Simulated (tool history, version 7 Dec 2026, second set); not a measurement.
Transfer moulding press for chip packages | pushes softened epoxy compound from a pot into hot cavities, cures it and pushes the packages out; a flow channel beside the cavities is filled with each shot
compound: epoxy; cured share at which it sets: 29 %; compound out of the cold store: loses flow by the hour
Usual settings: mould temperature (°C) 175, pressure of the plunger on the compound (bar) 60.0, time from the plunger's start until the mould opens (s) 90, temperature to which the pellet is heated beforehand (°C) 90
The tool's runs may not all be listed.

run   hour  mould temperature (°C)  pressure of the plunger on the compound (bar)  time from the plunger's start until the mould opens (s)  temperature to which the pellet is heated beforehand (°C)  incoming compound's hours out of the cold store  length that the compound runs in the flow channel (mm)  greatest force on the pins that push the packages out (N)
  1    0.0                     175                                           60.0                                                       90                                                         90                                             42.2                                                     603                                                        558
  2   10.0                     175                                           60.0                                                       92                                                         90                                             33.9                                                     639                                                        606
  3   19.9                     175                                           60.0                                                       92                                                         90                                             18.2                                                     700                                                        653
  4   32.2                     173                                           60.0                                                       90                                                         90                                             42.2                                                     619                                                        757
  5   39.1                     175                                           60.0                                                       90                                                         89                                             14.9                                                     708                                                        759
  6   44.3                     175                                           60.0                                                       90                                                         89                                             35.8                                                     625                                                        745
  7   49.9                     175                                           60.0                                                      126                                                         90                                             35.8                                                     623                                                        664
  8   61.0                     175                                           60.0                                                      126                                                         90                                              9.4                                                     726                                                        704
  9   67.9                     175                                           66.4                                                       90                                                         90                                             47.4                                                     617                                                        779
      70.2  -- cavities cleaned with cleaning compound and waxed
 10   81.5                     175                                           60.0                                                       90                                                         90                                             24.5                                                     663                                                        531
 11   87.1                     175                                           60.0                                                       90                                                         90                                             25.1                                                     660                                                        594
 12   97.5                     175                                           60.0                                                       90                                                         90                                             11.0                                                     722                                                        627
 13  109.0                     175                                           60.0                                                       90                                                         90                                             27.9                                                     639                                                        666
 14  119.6                     169                                           60.0                                                       90                                                         90                                             20.7                                                     687                                                        980
 15  125.4                     169                                           60.0                                                       90                                                         90                                             11.7                                                     729                                                       1020
 16  132.7                     169                                           60.0                                                      121                                                         93                                             21.3                                                     683                                                        697
 17  140.3                     169                                           60.0                                                      121                                                         93                                              8.9                                                     742                                                        734
 18  147.0                     177                                           49.1                                                      121                                                         93                                             35.5                                                     559                                                        697
 19  154.3                     177                                           49.1                                                      121                                                         93                                             13.6                                                     640                                                        688
     158.4  -- cavities cleaned with cleaning compound and waxed
 20  163.2                     175                                           54.6                                                       88                                                         90                                             10.9                                                     683                                                        555
 21  171.3                     175                                           54.6                                                       88                                                         90                                             45.7                                                     551                                                        561
     180.5  -- plunger's sealing rings changed
 22  185.3                     175                                           54.6                                                       88                                                         90                                             41.5                                                     592                                                        635
 23  194.7                     179                                           58.6                                                       90                                                         95                                             10.3                                                     723                                                        592
 24  206.5                     178                                           70.1                                                       87                                                         95                                             43.6                                                     653                                                        646
 25  213.1                     175                                           72.1                                                       90                                                         90                                             43.7                                                     663                                                        688
 26  223.5                     175                                           72.1                                                       90                                                         90                                             35.3                                                     704                                                        741
 27  234.4                     177                                           72.1                                                      114                                                         91                                             21.8                                                     758                                                        681
 28  241.9                     181                                           61.8                                                       91                                                         85                                             41.9                                                     615                                                        705
     248.8  -- cavities cleaned with cleaning compound and waxed
 29  249.9                     175                                           74.8                                                       78                                                         98                                             28.1                                                     743                                                        609

Some steps in length that the compound runs in the flow channel (mm) between neighbouring runs. How much of each would the tool show without its hidden state too (settings, what came in, random variation), and how much is left for the hidden state, with any gauge scatter that isn't in both results?
The hidden state here: true mould temperature over the reading, C; pressure that reaches the compound, % of what is set; grip of the stained cavities, % over clean ones'; drift of the gauge itself on flow_mm, %; drift of the gauge itself on push_out_n, %.
Run 17 -> 18: mould temperature (°C) 169 -> 177, pressure of the plunger on the compound (bar) 60.0 -> 49.1. length that the compound runs in the flow channel (mm) -183: hidden state +7, all else -190.
Run 21 -> 22: plunger's sealing rings changed. length that the compound runs in the flow channel (mm) +41: hidden state +25, all else +16.
Run 27 -> 28: mould temperature (°C) 177 -> 181, pressure of the plunger on the compound (bar) 72.1 -> 61.8, time from the plunger's start until the mould opens (s) 114 -> 91, temperature to which the pellet is heated beforehand (°C) 91 -> 85. length that the compound runs in the flow channel (mm) -143: hidden state +2, all else -145.
